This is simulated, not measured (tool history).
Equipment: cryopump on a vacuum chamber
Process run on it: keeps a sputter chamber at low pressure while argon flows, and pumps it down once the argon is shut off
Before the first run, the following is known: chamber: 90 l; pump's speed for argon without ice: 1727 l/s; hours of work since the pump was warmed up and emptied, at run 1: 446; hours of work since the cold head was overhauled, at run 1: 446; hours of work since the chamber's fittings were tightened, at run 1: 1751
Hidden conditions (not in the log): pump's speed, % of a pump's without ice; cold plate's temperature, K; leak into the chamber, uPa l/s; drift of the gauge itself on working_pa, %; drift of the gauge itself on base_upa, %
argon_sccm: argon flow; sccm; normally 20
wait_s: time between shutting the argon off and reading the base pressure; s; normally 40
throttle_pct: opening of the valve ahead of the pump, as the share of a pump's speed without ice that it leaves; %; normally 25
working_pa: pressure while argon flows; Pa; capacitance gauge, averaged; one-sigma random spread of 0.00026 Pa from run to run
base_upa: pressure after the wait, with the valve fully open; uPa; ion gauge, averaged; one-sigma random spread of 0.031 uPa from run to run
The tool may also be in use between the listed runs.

run,day,argon_sccm,wait_s,throttle_pct,hours of work since the pump was warmed up and emptied,hours of work since the cold head was overhauled,hours of work since the chamber's fittings were tightened,working_pa,base_upa
1,0.000,20,40,25,446,446,1751,0.0802,1.94
2,0.904,20,40,25,464,464,1770,0.0798,1.91
3,1.942,20,40,25,485,485,1790,0.0800,1.96
4,2.808,20,40,25,503,503,1808,0.0805,1.91
5,4.329,20,40,25,533,533,1838,0.0806,1.99
6,5.250,20,40,25,552,552,1857,0.0810,2.04
7,6.096,20,40,25,569,569,1874,0.0804,2.02
8,7.625,20,40,25,600,600,1905,0.0809,2.00
9,8.425,20,40,25,616,616,1921,0.0809,2.03
10,9.642,20,40,25,640,640,1945,0.0802,1.98
11,10.525,20,40,25,658,658,1963,0.0809,2.03

Run 12 comes next. What will it give?
12,11.746,24,142,46,683,683,1988,?,?

Logged for run 12: working_pa 0.0544 Pa, base_upa 0.95 uPa.
On a tool with no hidden condition, and with the same random variation, this run would have come out at working_pa 0.0512 Pa, base_upa 0.62 uPa.
